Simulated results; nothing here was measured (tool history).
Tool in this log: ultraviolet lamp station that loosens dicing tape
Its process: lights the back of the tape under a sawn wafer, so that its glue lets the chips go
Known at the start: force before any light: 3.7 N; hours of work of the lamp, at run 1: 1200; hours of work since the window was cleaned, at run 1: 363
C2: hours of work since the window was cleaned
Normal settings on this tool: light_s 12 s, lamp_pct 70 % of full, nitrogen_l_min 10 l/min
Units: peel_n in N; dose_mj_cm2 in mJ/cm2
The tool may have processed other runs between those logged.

Run 1, hour 0.0: usual settings; hours of work of the lamp 1200; C2 363. Result: peel_n 1.019 N, dose_mj_cm2 146 mJ/cm2.
At hour 11.0: window cleaned of glue's vapour.
Run 2, hour 41.8: usual settings; hours of work of the lamp 1233; C2 24. Result: peel_n 1.126 N, dose_mj_cm2 136 mJ/cm2.
Run 3, hour 83.5: usual settings; hours of work of the lamp 1265; C2 57. Result: peel_n 1.139 N, dose_mj_cm2 129 mJ/cm2.
Run 4, hour 123.1: usual settings; hours of work of the lamp 1296; C2 88. Result: peel_n 1.205 N, dose_mj_cm2 130 mJ/cm2.
Run 5, hour 167.4: usual settings; hours of work of the lamp 1331; C2 123. Result: peel_n 1.234 N, dose_mj_cm2 127 mJ/cm2.
Run 6, hour 193.7: usual settings; hours of work of the lamp 1352; C2 143. Result: peel_n 1.227 N, dose_mj_cm2 123 mJ/cm2.
Run 7, hour 231.6: usual settings; hours of work of the lamp 1382; C2 173. Result: peel_n 1.324 N, dose_mj_cm2 120 mJ/cm2.
Run 8, hour 253.0: usual settings; hours of work of the lamp 1398; C2 190. Result: peel_n 1.267 N, dose_mj_cm2 118 mJ/cm2.
At hour 261.3: lamp changed.
Run 9, hour 278.2: usual settings; hours of work of the lamp 13; C2 209. Result: peel_n 0.833 N, dose_mj_cm2 170 mJ/cm2.
At hour 286.9: window cleaned of glue's vapour, once more.
Run 10, hour 325.6: usual settings but light_s 13 s; hours of work of the lamp 50; C2 30. Result: peel_n 0.468 N, dose_mj_cm2 256 mJ/cm2.
Run 11, hour 346.6: usual settings but light_s 13 s; hours of work of the lamp 67; C2 47. Result: peel_n 0.445 N, dose_mj_cm2 253 mJ/cm2.
Run 12, hour 383.3: usual settings but light_s 13 s; hours of work of the lamp 95; C2 76. Result: peel_n 0.482 N, dose_mj_cm2 246 mJ/cm2.
Run 13, hour 405.1: usual settings but light_s 13 s; hours of work of the lamp 112; C2 93. Result: peel_n 0.482 N, dose_mj_cm2 243 mJ/cm2.
Run 14, hour 438.9: usual settings but light_s 13 s; hours of work of the lamp 139; C2 119. Result: peel_n 0.488 N, dose_mj_cm2 239 mJ/cm2.
Run 15, hour 461.2: usual settings; hours of work of the lamp 156; C2 137. Result: peel_n 0.574 N, dose_mj_cm2 216 mJ/cm2.
Run 16, hour 485.7: usual settings; hours of work of the lamp 176; C2 156. Result: peel_n 0.578 N, dose_mj_cm2 214 mJ/cm2.
Run 17, hour 535.3: usual settings but light_s 9 s; hours of work of the lamp 215; C2 195. Result: peel_n 0.928 N, dose_mj_cm2 157 mJ/cm2.
Run 18, hour 560.4: usual settings but light_s 9 s; hours of work of the lamp 234; C2 214. Result: peel_n 0.944 N, dose_mj_cm2 154 mJ/cm2.
Run 19, hour 585.8: usual settings but light_s 9 s, lamp_pct 66 % of full; hours of work of the lamp 254; C2 234. Result: peel_n 1.015 N, dose_mj_cm2 144 mJ/cm2.
Run 20, hour 606.5: usual settings but light_s 9 s, lamp_pct 66 % of full; hours of work of the lamp 270; C2 251. Result: peel_n 1.013 N, dose_mj_cm2 140 mJ/cm2.
Run 21, hour 647.5: usual settings but light_s 9 s, lamp_pct 66 % of full; hours of work of the lamp 303; C2 283. Result: peel_n 1.101 N, dose_mj_cm2 136 mJ/cm2.
Run 22, hour 674.1: usual settings but light_s 9 s, lamp_pct 66 % of full; hours of work of the lamp 323; C2 304. Result: peel_n 1.110 N, dose_mj_cm2 137 mJ/cm2.
Run 23, hour 697.1: usual settings but light_s 9 s, lamp_pct 66 % of full; hours of work of the lamp 341; C2 322. Result: peel_n 1.144 N, dose_mj_cm2 133 mJ/cm2.
Run 24, hour 733.4: usual settings but light_s 9 s, lamp_pct 92 % of full, nitrogen_l_min 5 l/min; hours of work of the lamp 370; C2 350. Result: peel_n 1.086 N, dose_mj_cm2 185 mJ/cm2.
Run 25, hour 757.0: usual settings but light_s 18 s, lamp_pct 69 % of full, nitrogen_l_min 5 l/min; hours of work of the lamp 388; C2 369. Result: peel_n 0.627 N, dose_mj_cm2 275 mJ/cm2.
At hour 762.2: window cleaned of glue's vapour.
Run 26, hour 806.2: usual settings but light_s 6 s, lamp_pct 69 % of full, nitrogen_l_min 6 l/min; hours of work of the lamp 427; C2 35. Result: peel_n 1.649 N, dose_mj_cm2 105 mJ/cm2.
Run 27, hour 849.3: usual settings but light_s 16 s, nitrogen_l_min 11 l/min; hours of work of the lamp 460; C2 68. Result: peel_n 0.363 N, dose_mj_cm2 279 mJ/cm2.
Run 28, hour 893.4: usual settings but light_s 8 s, lamp_pct 63 % of full, nitrogen_l_min 3 l/min; hours of work of the lamp 495; C2 103. Result: peel_n 1.822 N, dose_mj_cm2 123 mJ/cm2.
Run 29, hour 936.7: usual settings but light_s 7 s, lamp_pct 80 % of full, nitrogen_l_min 7 l/min; hours of work of the lamp 529; C2 137. Result: peel_n 1.323 N, dose_mj_cm2 133 mJ/cm2.
Run 30, hour 985.3: usual settings but light_s 8 s, lamp_pct 80 % of full, nitrogen_l_min 7 l/min; hours of work of the lamp 567; C2 175. Result: peel_n 1.169 N, dose_mj_cm2 143 mJ/cm2.
Run 31, hour 1022.4: usual settings but light_s 8 s, lamp_pct 80 % of full, nitrogen_l_min 7 l/min; hours of work of the lamp 596; C2 204. Result: peel_n 1.189 N, dose_mj_cm2 141 mJ/cm2.
Run 32, hour 1071.3: usual settings but light_s 10 s, nitrogen_l_min 7 l/min; hours of work of the lamp 635; C2 242. Result: peel_n 1.134 N, dose_mj_cm2 147 mJ/cm2.
Run 33, hour 1100.5: usual settings but light_s 10 s, nitrogen_l_min 7 l/min; hours of work of the lamp 657; C2 265. Result: peel_n 1.151 N, dose_mj_cm2 154 mJ/cm2.
Run 34, hour 1136.8: usual settings but light_s 10 s, nitrogen_l_min 7 l/min; hours of work of the lamp 686; C2 294. Result: peel_n 1.194 N, dose_mj_cm2 150 mJ/cm2.
Run 35, hour 1160.5: usual settings but light_s 10 s, nitrogen_l_min 7 l/min; hours of work of the lamp 704; C2 312. Result: peel_n 1.221 N, dose_mj_cm2 147 mJ/cm2.
Run 36, hour 1195.4: usual settings but light_s 7 s, nitrogen_l_min 14 l/min; hours of work of the lamp 732; C2 340. Result: peel_n 1.413 N, dose_mj_cm2 103 mJ/cm2.
Run 37, hour 1216.8: usual settings but nitrogen_l_min 9 l/min; hours of work of the lamp 749; C2 357. Result: peel_n 0.910 N, dose_mj_cm2 173 mJ/cm2.

Forecast run 38:
At hour 1234.6: window cleaned of glue's vapour.
Run 38, hour 1254.8: usual settings but lamp_pct 75 % of full, nitrogen_l_min 9 l/min; hours of work of the lamp 778; C2 16. Result: peel_n ?, dose_mj_cm2 ?.

peel_n: 0.645 N
dose_mj_cm2: 210 mJ/cm2
Were there no unlogged condition in the tool, this run, its random variation unchanged, would have produced peel_n 0.460 N, dose_mj_cm2 260 mJ/cm2.
